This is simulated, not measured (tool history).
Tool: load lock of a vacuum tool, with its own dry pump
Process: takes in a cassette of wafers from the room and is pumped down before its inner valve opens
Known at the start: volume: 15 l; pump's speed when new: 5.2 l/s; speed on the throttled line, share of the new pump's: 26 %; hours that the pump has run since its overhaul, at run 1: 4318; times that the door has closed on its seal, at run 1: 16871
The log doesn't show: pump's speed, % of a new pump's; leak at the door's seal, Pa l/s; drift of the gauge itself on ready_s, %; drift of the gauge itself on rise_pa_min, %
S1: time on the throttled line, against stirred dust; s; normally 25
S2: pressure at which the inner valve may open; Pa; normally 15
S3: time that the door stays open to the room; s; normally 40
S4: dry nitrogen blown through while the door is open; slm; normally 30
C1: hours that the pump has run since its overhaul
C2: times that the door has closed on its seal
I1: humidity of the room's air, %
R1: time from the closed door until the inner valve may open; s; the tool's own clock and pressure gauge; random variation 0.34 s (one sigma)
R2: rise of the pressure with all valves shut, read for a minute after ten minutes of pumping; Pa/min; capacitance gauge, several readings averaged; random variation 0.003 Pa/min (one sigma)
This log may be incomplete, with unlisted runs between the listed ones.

| run | hour | S1 | S2 | S3 | S4 | C1 | C2 | I1 | R1 | R2 |
|---|---|---|---|---|---|---|---|---|---|---|
| 1 | 0 | 25 | 15 | 40 | 30 | 4318 | 16871 | 46.3 | 44.6 | 0.086 |
| 2 | 79.5 | 25 | 20 | 40 | 30 | 4398 | 17194 | 47.1 | 43.5 | 0.091 |
| 3 | 164.1 | 25 | 20 | 40 | 30 | 4482 | 17538 | 46.4 | 43.6 | 0.09 |
| 4 | 242 | 25 | 20 | 40 | 30 | 4560 | 17854 | 47.2 | 43.6 | 0.09 |
| 5 | 348.5 | 25 | 18 | 40 | 30 | 4667 | 18287 | 46.8 | 43.5 | 0.095 |
| 6 | 402.1 | 25 | 18 | 40 | 30 | 4720 | 18505 | 45.3 | 43.5 | 0.092 |
| 7 | 464.2 | 25 | 18 | 40 | 30 | 4782 | 18757 | 48 | 44 | 0.095 |
| 8 | 530.5 | 25 | 18 | 40 | 30 | 4849 | 19026 | 43.9 | 44 | 0.093 |
| 9 | 651.1 | 25 | 18 | 40 | 30 | 4969 | 19517 | 44.3 | 44 | 0.096 |
| 10 | 714.2 | 25 | 15 | 40 | 30 | 5032 | 19773 | 47.2 | 44.8 | 0.099 |
| 11 | 820.8 | 25 | 15 | 40 | 30 | 5139 | 20206 | 45 | 44.5 | 0.103 |
| 12 | 877.1 | 25 | 15 | 40 | 30 | 5195 | 20435 | 45.9 | 44.7 | 0.097 |
| 13 | 942.5 | 25 | 15 | 40 | 30 | 5261 | 20700 | 46.1 | 44.9 | 0.103 |
| 14 | 1038 | 25 | 15 | 40 | 30 | 5356 | 21088 | 44.7 | 44.4 | 0.105 |
| 15 | 1112 | 25 | 15 | 40 | 30 | 5430 | 21389 | 44.5 | 44.8 | 0.114 |
| 16 | 1184.4 | 24 | 15 | 40 | 30 | 5503 | 21683 | 45.1 | 43.8 | 0.115 |
| 17 | 1277.6 | 25 | 15 | 40 | 30 | 5596 | 22062 | 44.3 | 44.3 | 0.115 |
| 18 | 1377.3 | 25 | 15 | 77 | 30 | 5695 | 22467 | 43.2 | 45.1 | 0.12 |
| 19 | 1434.3 | 22 | 15 | 40 | 30 | 5752 | 22699 | 45.2 | 42.5 | 0.112 |
| 20 | 1522.9 | 22 | 15 | 40 | 30 | 5841 | 23059 | 46.7 | 42.8 | 0.115 |
| 21 | 1626.1 | 14 | 17 | 40 | 4 | 5944 | 23478 | 46.6 | 35.9 | 0.157 |
| 22 | 1683.3 | 14 | 15 | 40 | 4 | 6001 | 23710 | 48.6 | 37.2 | 0.164 |
| 23 | 1804.7 | 25 | 19 | 40 | 17 | 6123 | 24203 | 45.2 | 44.1 | 0.132 |
| 24 | 1899.8 | 25 | 19 | 40 | 17 | 6218 | 24590 | 43.5 | 44 | 0.13 |
| 25 | 1967 | 25 | 19 | 40 | 17 | 6285 | 24863 | 42.5 | 43.7 | 0.13 |
| 26 | 2067.3 | 25 | 19 | 207 | 18 | 6385 | 25271 | 46.4 | 44 | 0.229 |
| 27 | 2188 | 19 | 16 | 40 | 30 | 6506 | 25761 | 46.1 | 40.2 | 0.136 |
| 28 | 2308.5 | 47 | 25 | 58 | 27 | 6627 | 26250 | 46.7 | 58.5 | 0.147 |
| 29 | 2379.2 | 36 | 25 | 98 | 27 | 6697 | 26538 | 47.2 | 51.1 | 0.166 |
| 30 | 2490.3 | 36 | 25 | 98 | 27 | 6808 | 26989 | 45.4 | 51 | 0.168 |
| 31 | 2577.9 | 15 | 24 | 40 | 41 | 6896 | 27345 | 40.9 | 36.4 | 0.138 |
| 32 | 2635.4 | 25 | 15 | 238 | 10 | 6954 | 27579 | 46.1 | 44.4 | 0.311 |
| 33 | 2705 | 25 | 15 | 238 | 10 | 7023 | 27861 | 42 | 44.5 | 0.289 |
| 34 | 2812 | 15 | 24 | 40 | 16 | 7130 | 28296 | 45.2 | 36.1 | 0.158 |
| 35 | 2920.7 | 15 | 24 | 119 | 25 | 7239 | 28738 | 47.1 | 36.5 | 0.194 |
| 36 | 2999.5 | 25 | 29 | 40 | 5 | 7318 | 29058 | 43.8 | 43.5 | 0.19 |
| 37 | 3071.7 | 25 | 29 | 40 | 5 | 7390 | 29351 | 43 | 43.5 | 0.179 |

The same runs without the tool's hidden state, with the same run-to-run variation:
| run | R1 | R2 |
|---|---|---|
| 1 | 43.9 | 0.033 |
| 2 | 42.8 | 0.036 |
| 3 | 42.9 | 0.033 |
| 4 | 42.9 | 0.032 |
| 5 | 42.7 | 0.035 |
| 6 | 42.8 | 0.031 |
| 7 | 43.2 | 0.033 |
| 8 | 43.2 | 0.03 |
| 9 | 43.2 | 0.032 |
| 10 | 43.9 | 0.033 |
| 11 | 43.6 | 0.036 |
| 12 | 43.8 | 0.028 |
| 13 | 44 | 0.031 |
| 14 | 43.6 | 0.033 |
| 15 | 43.9 | 0.04 |
| 16 | 42.9 | 0.039 |
| 17 | 43.4 | 0.037 |
| 18 | 44.1 | 0.042 |
| 19 | 41.5 | 0.032 |
| 20 | 41.8 | 0.032 |
| 21 | 34.8 | 0.072 |
| 22 | 36 | 0.075 |
| 23 | 43.2 | 0.042 |
| 24 | 43 | 0.039 |
| 25 | 42.7 | 0.039 |
| 26 | 43 | 0.134 |
| 27 | 39 | 0.039 |
| 28 | 57.8 | 0.045 |
| 29 | 50.3 | 0.064 |
| 30 | 50.2 | 0.062 |
| 31 | 35.2 | 0.03 |
| 32 | 43.3 | 0.201 |
| 33 | 43.4 | 0.179 |
| 34 | 34.9 | 0.045 |
| 35 | 35.3 | 0.077 |
| 36 | 42.4 | 0.07 |
| 37 | 42.4 | 0.062 |

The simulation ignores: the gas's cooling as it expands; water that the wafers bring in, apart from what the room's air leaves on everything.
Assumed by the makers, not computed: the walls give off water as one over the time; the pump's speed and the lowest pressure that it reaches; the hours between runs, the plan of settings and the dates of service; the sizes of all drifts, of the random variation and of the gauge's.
